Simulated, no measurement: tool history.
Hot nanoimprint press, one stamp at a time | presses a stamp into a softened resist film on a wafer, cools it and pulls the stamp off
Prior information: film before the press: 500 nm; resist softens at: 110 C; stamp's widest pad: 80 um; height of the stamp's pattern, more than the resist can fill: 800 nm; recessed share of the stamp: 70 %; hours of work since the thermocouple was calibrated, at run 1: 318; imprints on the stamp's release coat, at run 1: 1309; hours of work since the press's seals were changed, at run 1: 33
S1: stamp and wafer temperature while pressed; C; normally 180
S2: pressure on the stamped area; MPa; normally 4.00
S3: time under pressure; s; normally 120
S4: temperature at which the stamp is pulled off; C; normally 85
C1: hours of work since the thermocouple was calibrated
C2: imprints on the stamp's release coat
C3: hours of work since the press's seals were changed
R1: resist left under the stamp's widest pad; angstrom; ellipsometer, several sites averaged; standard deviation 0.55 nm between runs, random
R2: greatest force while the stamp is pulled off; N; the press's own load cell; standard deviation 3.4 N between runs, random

run,hour,S1,S2,S3,S4,C1,C2,C3,R1,R2
1,0.0,180,4.00,120,85,318,1309,33,2485,167
2,44.1,180,4.00,120,85,351,1524,67,2489,161
3,87.1,180,4.00,213,85,384,1733,100,2024,167
4,108.6,180,4.00,88,85,401,1837,116,2750,167
5,138.6,180,4.00,88,85,423,1983,139,2756,172
# hour 160.6: stamp cleaned and given a new release coat
6,166.2,180,4.00,120,85,440,27,155,2475,164
7,189.4,172,4.00,120,85,458,140,173,3160,165
# hour 200.9: plate thermocouple calibrated
8,238.5,180,4.00,120,85,29,364,208,2480,162
9,274.4,180,4.00,120,85,56,539,236,2476,162
10,299.4,180,4.00,120,74,75,661,255,2476,204
11,322.3,185,4.00,120,85,93,772,272,2113,161
12,357.8,180,4.00,80,72,120,944,299,2818,213
13,379.7,170,5.69,223,72,137,1051,316,2383,215
14,413.4,180,4.10,120,85,162,1214,342,2448,170
15,444.5,180,4.10,214,85,186,1366,366,1978,165
16,474.4,188,4.00,77,85,209,1511,388,2252,167
17,521.5,188,4.00,77,85,245,1740,424,2251,169
18,568.0,188,4.00,77,85,280,1966,460,2247,165
# hour 592.1: stamp cleaned and given a new release coat
# hour 601.5: gauge calibrated
19,602.2,180,4.00,120,76,302,50,482,2486,196
20,632.8,180,4.00,120,85,325,198,505,2487,164
21,655.8,180,4.00,120,86,343,310,522,2491,157

Branching from run 21: 4 alternative next runs. What would each branch give?
A,700.4,180,2.59,120,85,377,527,557,?,?
B,700.4,180,4.00,61,85,377,527,557,?,?
C,700.4,180,4.00,106,78,377,527,557,?,?
D,700.4,180,4.00,120,74,377,527,557,?,?

run,R1,R2
A,3000,167
B,3068,170
C,2579,193
D,2474,206
Take away the tool's hidden state, keep each run's random variation, and the runs would have read:
run,R1,R2
A,3009,166
B,3076,170
C,2587,192
D,2481,206

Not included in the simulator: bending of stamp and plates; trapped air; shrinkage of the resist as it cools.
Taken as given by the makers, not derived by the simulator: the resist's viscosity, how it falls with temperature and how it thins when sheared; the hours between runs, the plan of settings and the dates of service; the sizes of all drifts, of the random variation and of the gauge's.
